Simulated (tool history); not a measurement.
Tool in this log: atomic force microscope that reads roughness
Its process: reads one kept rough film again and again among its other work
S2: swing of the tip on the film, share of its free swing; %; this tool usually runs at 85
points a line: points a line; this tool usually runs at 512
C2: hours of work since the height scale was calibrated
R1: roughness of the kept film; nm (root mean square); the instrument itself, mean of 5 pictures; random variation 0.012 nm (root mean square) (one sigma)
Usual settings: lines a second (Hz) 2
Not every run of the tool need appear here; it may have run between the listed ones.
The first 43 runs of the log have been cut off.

Run 44, hour 732.2: usual settings but lines a second (Hz) 0.64, S2 74 %, points a line 459; pictures with this tip 185; C2 199. Result: R1 2.813 nm (root mean square).
Run 45, hour 752.5: usual settings but lines a second (Hz) 1.22, S2 74 %, points a line 459; pictures with this tip 217; C2 214. Result: R1 2.773 nm (root mean square).
Run 46, hour 773.2: usual settings but lines a second (Hz) 1.22, S2 77 %, points a line 433; pictures with this tip 249; C2 230. Result: R1 2.724 nm (root mean square).
Run 47, hour 784: usual settings but lines a second (Hz) 1.22, S2 77 %, points a line 433; pictures with this tip 266; C2 238. Result: R1 2.709 nm (root mean square).
At hour 802: new tip fitted.
Run 48, hour 807.1: usual settings but lines a second (Hz) 1.22, S2 77 %, points a line 433; pictures with this tip 8; C2 255. Result: R1 2.892 nm (root mean square).
Run 49, hour 819.9: usual settings but lines a second (Hz) 0.66, S2 75 %, points a line 433; pictures with this tip 28; C2 264. Result: R1 2.905 nm (root mean square).
Run 50, hour 843.4: usual settings but lines a second (Hz) 0.66, S2 75 %, points a line 433; pictures with this tip 65; C2 282. Result: R1 2.897 nm (root mean square).
Run 51, hour 858.5: usual settings but lines a second (Hz) 1.36, S2 90 %, points a line 851; pictures with this tip 89; C2 294. Result: R1 2.727 nm (root mean square).

Branching from run 51: 4 alternative next runs. What would each branch give?
Run A, hour 882.3: usual settings but lines a second (Hz) 1.36, S2 61 %, points a line 338; pictures with this tip 126; C2 311. Result: R1 ?.
Run B, hour 882.3: usual settings but lines a second (Hz) 1.78, S2 81 %, points a line 441; pictures with this tip 126; C2 311. Result: R1 ?.
Run C, hour 882.3: usual settings but S2 84 %; pictures with this tip 126; C2 311. Result: R1 ?.
Run D, hour 882.3: usual settings but lines a second (Hz) 1.36, S2 64 %, points a line 851; pictures with this tip 126; C2 311. Result: R1 ?.

run     R1
  A  2.854
  B  2.739
  C  2.683
  D  2.857
With no hidden state in the tool, these same runs would have given:
run     R1
  A  2.944
  B  2.825
  C  2.767
  D  2.947
